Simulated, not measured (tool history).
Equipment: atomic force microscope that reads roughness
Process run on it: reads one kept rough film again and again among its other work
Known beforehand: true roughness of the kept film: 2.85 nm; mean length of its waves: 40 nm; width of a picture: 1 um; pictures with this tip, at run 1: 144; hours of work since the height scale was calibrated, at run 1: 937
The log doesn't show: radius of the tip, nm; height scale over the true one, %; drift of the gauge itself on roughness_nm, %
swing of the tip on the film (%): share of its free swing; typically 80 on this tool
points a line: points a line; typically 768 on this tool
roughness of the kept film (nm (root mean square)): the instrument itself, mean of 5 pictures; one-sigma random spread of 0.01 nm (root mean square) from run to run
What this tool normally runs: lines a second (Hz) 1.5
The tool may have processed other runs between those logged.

run	hour	lines a second (Hz)	swing of the tip on the film (%)	points a line	pictures with this tip	hours of work since the height scale was calibrated	roughness of the kept film (nm (root mean square))
1	0	1.5	80	768	144	937	2.207
# hour 15.6: new tip fitted
2	34.6	1.5	80	768	46	963	2.333
3	79.1	1.5	80	768	154	996	2.223
# hour 89.6: new tip fitted
4	108.1	2.03	80	768	45	1018	2.22
5	158.8	2.03	80	768	169	1056	2.068
# hour 163.4: new tip fitted
6	195.6	1.5	80	382	78	1084	2.295
# hour 235.5: new tip fitted
7	240	1.69	80	382	11	1117	2.327
8	293.2	1.69	80	382	141	1158	2.162
# hour 308.5: new tip fitted
9	335.3	1.69	80	382	65	1189	2.27
10	367.2	1.69	80	382	143	1213	2.161
# hour 381.1: new tip fitted
11	403	1.69	80	382	53	1240	2.273
# hour 412.1: height scale calibrated on a step standard
12	449	1.69	80	382	163	28	2.081
# hour 453.8: new tip fitted
13	500.2	1.69	80	382	113	67	2.121
# hour 526.5: new tip fitted
14	551.5	3.86	80	768	61	105	1.826
15	589.9	3.86	80	768	154	134	1.751
# hour 601.7: new tip fitted
16	627.1	1.5	80	768	62	162	2.269
17	657	1.5	80	768	135	185	2.2
# hour 674.4: new tip fitted
18	681.1	1.5	75	768	16	203	2.402
19	721	1.5	82	768	114	233	2.179
# hour 748.5: new tip fitted
20	754	1.5	80	335	14	257	2.33
21	788.6	1.5	80	335	98	284	2.224
22	815.1	1.5	80	335	163	304	2.157
# hour 820.6: new tip fitted
23	856.8	1.5	80	768	88	335	2.248
24	880.8	1.5	80	768	147	353	2.171
# hour 892.8: new tip fitted
25	906.7	1.5	80	768	34	373	2.315
26	940.5	2.8	68	609	116	398	2.211
# hour 965.1: new tip fitted
27	976.7	1.33	69	416	28	425	2.507
28	1000.1	1.33	73	539	85	443	2.376
29	1024.4	1.33	88	861	145	461	2.093
# hour 1039.2: new tip fitted
30	1059.8	1.5	83	768	50	488	2.254
31	1100.5	1.5	70	768	149	519	2.33
# hour 1112: new tip fitted
32	1143.3	0.77	86	382	76	551	2.349
# hour 1185.3: new tip fitted
33	1193.3	0.77	86	382	20	588	2.449
34	1228.1	0.53	76	768	105	615	2.499
# hour 1256.6: new tip fitted
35	1279	0.53	76	768	55	653	2.584
36	1318	1.62	89	934	150	683	1.991
# hour 1328.5: new tip fitted
37	1349.5	1.02	66	768	51	706	2.574
38	1379	1.02	66	768	123	729	2.48
# hour 1400.2: new tip fitted
39	1430.3	2.56	80	768	73	767	2.067
40	1456.1	2.56	80	768	136	787	2.013
# hour 1473.8: new tip fitted
41	1505.6	2.56	80	768	78	824	2.064
42	1532.1	2.56	80	768	142	844	2.005
# hour 1547.2: new tip fitted
43	1574.8	3.04	80	381	67	876	1.996
# hour 1619.6: new tip fitted
44	1623.4	0.57	85	570	9	912	2.587
45	1664.6	0.57	85	570	110	944	2.429
46	1689.7	1.5	61	397	171	963	2.432
# hour 1693.9: new tip fitted
47	1720.6	1.07	80	335	65	986	2.422
48	1752.1	2.57	75	294	142	1010	2.092
# hour 1767: new tip fitted
49	1798.1	1.5	80	323	76	1044	2.266
50	1829.8	0.6	70	768	153	1068	2.453

Alternative continuations, all from the tool just after run 50; predict every row:
# hour 1840: new tip fitted
A	1873.9	1.88	80	768	83	1101	?
# hour 1840: new tip fitted
B	1873.9	0.78	62	768	83	1101	?
# hour 1840: new tip fitted
C	1873.9	1.5	85	304	83	1101	?
# hour 1840: new tip fitted
D	1873.9	0.6	70	430	83	1101	?

run	roughness of the kept film (nm (root mean square))
A	2.183
B	2.604
C	2.19
D	2.577
With the hidden condition removed and each run's random variation left untouched, the same runs would have given:
run	roughness of the kept film (nm (root mean square))
A	2.241
B	2.673
C	2.249
D	2.646
